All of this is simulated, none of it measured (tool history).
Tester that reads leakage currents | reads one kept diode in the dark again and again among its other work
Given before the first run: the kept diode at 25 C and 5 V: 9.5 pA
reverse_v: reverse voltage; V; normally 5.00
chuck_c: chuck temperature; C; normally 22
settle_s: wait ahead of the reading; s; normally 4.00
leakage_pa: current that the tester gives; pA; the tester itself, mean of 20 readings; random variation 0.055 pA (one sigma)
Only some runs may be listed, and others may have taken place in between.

run	hour	reverse_v	chuck_c	settle_s	leakage_pa
1	0.0	5.00	22	4.00	7.82
# hour 34.3: chuck's temperature calibrated
2	123.5	5.00	43	4.00	44.04
3	207.4	5.00	22	2.94	8.85
4	316.8	5.00	22	2.94	8.77
# hour 373.2: probe card cleaned and baked
5	402.8	5.00	22	4.00	7.30
6	536.7	5.00	22	4.00	7.26
7	698.3	5.00	22	4.00	7.04
8	787.5	5.00	22	4.00	7.05
# hour 817.2: chuck's temperature calibrated
9	874.7	5.00	22	4.00	7.87
10	1057.0	8.58	22	4.00	10.89
11	1229.1	5.00	22	1.54	8.51
12	1340.0	5.00	53	4.00	87.59
13	1479.4	5.00	53	4.00	85.94
# hour 1587.2: chuck's temperature calibrated
14	1621.4	5.00	53	4.00	94.74
15	1695.6	5.00	22	2.88	8.46
16	1791.4	5.00	22	2.88	8.40
17	1885.5	5.00	22	4.09	8.06
18	2023.5	5.00	45	4.40	48.47
19	2153.0	5.16	31	0.52	19.74
20	2335.6	5.00	20	4.00	6.70
# hour 2362.2: chuck's temperature calibrated
21	2499.6	5.00	28	4.00	13.71
22	2576.4	14.31	28	4.00	26.35
23	2671.0	14.31	28	4.00	26.21
24	2840.9	4.13	59	4.00	124.57
25	2917.9	4.13	59	4.00	123.77
# hour 3012.7: probe card cleaned and baked
26	3087.6	5.13	42	4.00	37.39
# hour 3141.3: chuck's temperature calibrated
27	3176.6	5.13	51	0.39	85.69
28	3265.4	5.13	57	0.91	126.79
29	3443.5	13.56	22	4.00	13.94
30	3574.0	5.00	31	5.19	15.45
31	3659.3	5.00	31	5.19	15.30

Each run again, without the hidden state but with its own random variation kept:
The tool's hidden condition here consists of: stray current of the dirty probe card, pA a volt; current scale over the true one, %; true chuck temperature over the reading, C; drift of the gauge itself on leakage_pa, %.
run	leakage_pa
1	7.70
2	43.82
3	7.99
4	7.98
5	7.74
6	7.79
7	7.67
8	7.75
9	7.75
10	10.77
11	8.65
12	94.59
13	94.55
14	94.63
15	7.98
16	7.99
17	7.73
18	50.99
19	20.35
20	6.56
21	12.91
22	24.06
23	24.15
24	131.09
25	131.38
26	41.15
27	86.88
28	130.17
29	14.17
30	16.47
31	16.50
